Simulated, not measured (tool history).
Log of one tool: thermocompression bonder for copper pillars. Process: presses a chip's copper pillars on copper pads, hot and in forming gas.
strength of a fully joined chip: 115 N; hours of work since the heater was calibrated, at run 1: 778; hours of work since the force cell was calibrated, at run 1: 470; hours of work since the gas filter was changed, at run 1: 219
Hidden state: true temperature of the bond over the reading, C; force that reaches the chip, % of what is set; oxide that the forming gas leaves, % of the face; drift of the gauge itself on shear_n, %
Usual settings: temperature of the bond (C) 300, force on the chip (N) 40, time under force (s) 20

run   hour  temperature of the bond (C)  force on the chip (N)  time under force (s)  hours of work since the heater was calibrated  hours of work since the force cell was calibrated  hours of work since the gas filter was changed  force that shears a chip off (N)
  1    0.0                          300                     40                    20                                            778                                                470                                             219                              49.5
  2   14.3                          300                     40                    20                                            788                                                480                                             229                              49.5
  3   30.9                          321                     40                    20                                            799                                                492                                             241                              62.1
  4   47.0                          311                     40                    20                                            811                                                503                                             252                              56.1
  5   58.7                          300                     40                    20                                            819                                                511                                             260                              48.8
  6   80.7                          300                     31                    20                                            834                                                526                                             275                              38.7
  7   99.7                          300                     31                    20                                            847                                                539                                             289                              38.5
  8  116.4                          300                     40                    20                                            859                                                551                                             300                              49.1
  9  137.8                          288                     40                    20                                            874                                                566                                             315                              41.9
 10  149.1                          288                     40                    20                                            881                                                574                                             323                              42.4
 11  164.4                          287                     59                    12                                            892                                                584                                             334                              48.3
 12  178.1                          281                     39                    19                                            902                                                594                                             343                              36.8
 13  198.8                          300                     42                    28                                            916                                                608                                             358                              57.2
 14  219.7                          300                     42                    28                                            930                                                623                                             372                              57.2
 15  231.1                          306                     40                    23                                            938                                                631                                             380                              55.2
     246.0  -- forming gas filter changed
 16  246.8                          290                     36                    11                                            949                                                641                                               1                              30.5
 17  263.7                          311                     40                    20                                            961                                                653                                              12                              55.3
 18  277.8                          311                     40                    20                                            970                                                663                                              22                              55.2
 19  292.1                          300                     40                    34                                            980                                                673                                              32                              58.5

4 ways to go on from here, each from the tool as it stands after run 19. What would each give?
  A  304.1                          273                     40                    14                                            989                                                681                                              40                                 ?
  B  304.1                          300                     40                    26                                            989                                                681                                              40                                 ?
  C  304.1                          274                     50                    19                                            989                                                681                                              40                                 ?
  D  304.1                          300                     40                    37                                            989                                                681                                              40                                 ?

run  force that shears a chip off (N)
  A                              29.3
  B                              53.6
  C                              41.8
  D                              60.6
Without the tool's hidden state the same runs would have given:
run  force that shears a chip off (N)
  A                              29.5
  B                              54.2
  C                              42.2
  D                              61.3

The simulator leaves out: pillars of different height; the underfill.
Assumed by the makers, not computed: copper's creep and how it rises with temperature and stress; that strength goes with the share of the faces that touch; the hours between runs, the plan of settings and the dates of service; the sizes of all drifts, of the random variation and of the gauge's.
